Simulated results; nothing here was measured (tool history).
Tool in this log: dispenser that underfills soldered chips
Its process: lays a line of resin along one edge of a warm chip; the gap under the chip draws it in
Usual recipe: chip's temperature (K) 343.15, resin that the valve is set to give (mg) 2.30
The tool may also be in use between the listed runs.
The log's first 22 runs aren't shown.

run	hour	chip's temperature (K)	resin that the valve is set to give (mg)	time until the resin shows at the far edge (s)	resin that the valve gave (mg)
# hour 138.4: new syringe of resin
23	139.6	329.15	2.30	133.7	2.228
24	145.2	340.15	2.65	106.9	2.558
# hour 148.9: new syringe of resin
25	152.7	341.15	2.30	84.1	2.221
26	157.7	343.15	2.18	105.3	2.104
# hour 159.7: new syringe of resin
27	163.4	343.15	2.83	75.5	2.722
# hour 169.7: dispensing valve cleaned and set on the balance
28	170.2	332.15	2.32	198.0	2.314
# hour 171.7: new syringe of resin
29	176.2	340.15	2.74	91.9	2.727
30	180.6	352.15	2.42	66.8	2.401
# hour 182.6: new syringe of resin
31	187.1	344.15	2.72	73.6	2.702
# hour 193.3: new syringe of resin
32	194.5	344.15	2.72	61.1	2.698
33	201.4	344.15	2.72	95.5	2.685

Below are 5 alternative next runs, each starting from the tool's condition after run 33. Predict each:
# hour 204.0: new syringe of resin
A	206.5	337.15	2.64	?	?
# hour 204.0: new syringe of resin
B	206.5	355.15	2.34	?	?
# hour 204.0: new syringe of resin
C	206.5	343.15	2.08	?	?
# hour 204.0: new syringe of resin
D	206.5	349.15	2.84	?	?
# hour 204.0: new syringe of resin
E	206.5	344.15	2.54	?	?

run	time until the resin shows at the far edge (s)	resin that the valve gave (mg)
A	93.9	2.608
B	38.7	2.308
C	72.7	2.055
D	51.1	2.796
E	63.9	2.510
Stripped of hidden state, with their random variation kept, the same runs would have yielded:
run	time until the resin shows at the far edge (s)	resin that the valve gave (mg)
A	79.0	2.647
B	32.6	2.343
C	61.1	2.086
D	43.0	2.838
E	53.8	2.547
